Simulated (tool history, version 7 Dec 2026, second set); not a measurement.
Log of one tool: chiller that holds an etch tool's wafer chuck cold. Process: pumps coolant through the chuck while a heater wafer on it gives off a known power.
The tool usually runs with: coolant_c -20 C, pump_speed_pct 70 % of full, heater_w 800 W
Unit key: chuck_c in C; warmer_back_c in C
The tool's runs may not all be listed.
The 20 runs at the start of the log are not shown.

run 21 hour=937.5 | coolant_c=-15 pump_speed_pct=80 heater_w=636 | chuck_c=-9.8 warmer_back_c=2.83
run 22 hour=977.7 | coolant_c=-13 pump_speed_pct=80 heater_w=770 | chuck_c=-6.4 warmer_back_c=3.41
-- hour=988.2 chiller's thermometer calibrated, once more
run 23 hour=1035.8 | coolant_c=-30 pump_speed_pct=90 heater_w=806 | chuck_c=-23.9 warmer_back_c=3.13
run 24 hour=1070.1 | coolant_c=-11 pump_speed_pct=66 heater_w=800 | chuck_c=-3.6 warmer_back_c=4.29
run 25 hour=1126.5 | coolant_c=-14 pump_speed_pct=89 heater_w=1176 | chuck_c=-5.2 warmer_back_c=4.67
run 26 hour=1172.8 | coolant_c=-24 pump_speed_pct=82 heater_w=1133 | chuck_c=-15 warmer_back_c=4.88
run 27 hour=1226.3 | coolant_c=-24 pump_speed_pct=89 heater_w=1133 | chuck_c=-15.5 warmer_back_c=4.42
run 28 hour=1270.8 | coolant_c=-18 pump_speed_pct=99 heater_w=511 | chuck_c=-14.6 warmer_back_c=1.82
run 29 hour=1325.9 | coolant_c=-23 pump_speed_pct=79 heater_w=800 | chuck_c=-16.3 warmer_back_c=3.61
run 30 hour=1353.1 | coolant_c=-20 pump_speed_pct=91 heater_w=927 | chuck_c=-13.2 warmer_back_c=3.54
run 31 hour=1410.6 | coolant_c=-20 pump_speed_pct=74 heater_w=1058 | chuck_c=-10.9 warmer_back_c=5.13

Each row is a separate what-if for the run after 31, all from the same tool condition, not one after another. Results?
run A hour=1474.9 | coolant_c=-27 pump_speed_pct=74 heater_w=559 | chuck_c=? warmer_back_c=?
run B hour=1474.9 | coolant_c=-11 pump_speed_pct=77 heater_w=584 | chuck_c=? warmer_back_c=?
run C hour=1474.9 | coolant_c=-23 pump_speed_pct=74 heater_w=1058 | chuck_c=? warmer_back_c=?
run D hour=1474.9 | coolant_c=-26 pump_speed_pct=70 heater_w=800 | chuck_c=? warmer_back_c=?
run E hour=1474.9 | coolant_c=-17 pump_speed_pct=76 heater_w=680 | chuck_c=? warmer_back_c=?

run=A chuck_c=-22.2 warmer_back_c=2.7
run=B chuck_c=-6.1 warmer_back_c=2.72
run=C chuck_c=-13.9 warmer_back_c=5.09
run=D chuck_c=-18.9 warmer_back_c=4.06
run=E chuck_c=-11.2 warmer_back_c=3.23
The same runs, with their run-to-run variation unchanged, on a tool lacking any hidden condition would have given:
run=A chuck_c=-22.8 warmer_back_c=2.59
run=B chuck_c=-6.7 warmer_back_c=2.61
run=C chuck_c=-15 warmer_back_c=4.88
run=D chuck_c=-19.8 warmer_back_c=3.89
run=E chuck_c=-11.9 warmer_back_c=3.1

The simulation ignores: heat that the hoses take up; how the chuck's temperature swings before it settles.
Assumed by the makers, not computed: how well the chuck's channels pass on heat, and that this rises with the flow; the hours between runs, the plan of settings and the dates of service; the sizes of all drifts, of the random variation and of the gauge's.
